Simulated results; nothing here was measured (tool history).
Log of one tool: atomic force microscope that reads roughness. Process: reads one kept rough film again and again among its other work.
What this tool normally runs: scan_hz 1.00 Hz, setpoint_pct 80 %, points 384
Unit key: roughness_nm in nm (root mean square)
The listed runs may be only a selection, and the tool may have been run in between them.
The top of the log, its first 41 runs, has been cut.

run   hour  scan_hz  setpoint_pct  points  roughness_nm
 42  340.3     1.00            63     598         3.174
 43  347.8     3.01            71     529         2.768
 44  358.8     0.82            84     410         2.950
     363.1  -- new tip fitted
 45  368.0     0.82            84     410         3.103
 46  378.7     0.82            84     410         3.069
 47  388.4     0.82            84     702         3.045
 48  397.0     1.00            75     783         3.078
 49  405.8     3.48            79     309         2.456
 50  415.5     1.53            68     275         2.970
     425.4  -- new tip fitted
 51  425.4     1.00            68     384         3.282
 52  432.6     1.14            68     384         3.213

What if the next run were any one of these 3? Each begins from the tool's condition after run 52:
  A  442.4     0.86            81     384             ?
  B  442.4     0.74            85     464             ?
  C  442.4     0.73            69     972             ?

run  roughness_nm
  A         3.076
  B         3.098
  C         3.256
With the hidden condition removed and each run's random variation left untouched, the same runs would have given:
run  roughness_nm
  A         3.154
  B         3.177
  C         3.339
